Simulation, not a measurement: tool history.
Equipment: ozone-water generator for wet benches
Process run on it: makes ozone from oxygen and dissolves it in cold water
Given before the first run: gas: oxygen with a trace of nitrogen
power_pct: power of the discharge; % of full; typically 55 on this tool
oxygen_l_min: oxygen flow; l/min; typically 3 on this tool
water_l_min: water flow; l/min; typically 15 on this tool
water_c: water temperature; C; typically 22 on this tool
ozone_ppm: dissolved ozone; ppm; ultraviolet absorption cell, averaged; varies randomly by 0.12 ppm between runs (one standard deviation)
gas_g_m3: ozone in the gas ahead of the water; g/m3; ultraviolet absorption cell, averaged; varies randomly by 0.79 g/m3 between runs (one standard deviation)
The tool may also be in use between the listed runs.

run 1 hour=0 | power_pct=55 oxygen_l_min=3 water_l_min=15 water_c=22 | ozone_ppm=11.3 gas_g_m3=118.9
run 2 hour=54.9 | power_pct=55 oxygen_l_min=3 water_l_min=15 water_c=22 | ozone_ppm=11.1 gas_g_m3=118.2
run 3 hour=84.1 | power_pct=83 oxygen_l_min=3 water_l_min=15 water_c=22 | ozone_ppm=14.3 gas_g_m3=154.2
run 4 hour=133.3 | power_pct=83 oxygen_l_min=3 water_l_min=15 water_c=22 | ozone_ppm=14.4 gas_g_m3=152.6
run 5 hour=175.4 | power_pct=83 oxygen_l_min=3 water_l_min=15 water_c=22 | ozone_ppm=14.3 gas_g_m3=154.1
run 6 hour=231.3 | power_pct=55 oxygen_l_min=3.2 water_l_min=15 water_c=22 | ozone_ppm=11.3 gas_g_m3=117.2
-- hour=236.3 water thermometer calibrated
run 7 hour=288.8 | power_pct=55 oxygen_l_min=3.2 water_l_min=15 water_c=22 | ozone_ppm=11.4 gas_g_m3=116.5
run 8 hour=326.4 | power_pct=55 oxygen_l_min=3.2 water_l_min=15 water_c=22 | ozone_ppm=11.5 gas_g_m3=116.8
-- hour=366.2 water thermometer calibrated, once more
run 9 hour=367.7 | power_pct=55 oxygen_l_min=1.62 water_l_min=11 water_c=22 | ozone_ppm=12.1 gas_g_m3=144
run 10 hour=412.2 | power_pct=79 oxygen_l_min=3 water_l_min=13 water_c=22 | ozone_ppm=15.8 gas_g_m3=147.7
run 11 hour=463.8 | power_pct=92 oxygen_l_min=3 water_l_min=17 water_c=22 | ozone_ppm=13.6 gas_g_m3=163.2
run 12 hour=512.1 | power_pct=92 oxygen_l_min=3 water_l_min=17 water_c=22 | ozone_ppm=13.4 gas_g_m3=160.6
run 13 hour=560.3 | power_pct=92 oxygen_l_min=3 water_l_min=17 water_c=22 | ozone_ppm=13.7 gas_g_m3=162.9
run 14 hour=617.6 | power_pct=66 oxygen_l_min=2.28 water_l_min=12 water_c=22 | ozone_ppm=13.9 gas_g_m3=144.2

Run 15, settings as shown, results not yet in. Your forecast:
run 15 hour=662.2 | power_pct=55 oxygen_l_min=3 water_l_min=17 water_c=24 | ozone_ppm=? gas_g_m3=?

Run 15 produced ozone_ppm 9.7 ppm, gas_g_m3 118.8 g/m3.
On a tool with no hidden condition, and with the same random variation, this run would have come out at ozone_ppm 10.2 ppm, gas_g_m3 123.5 g/m3.
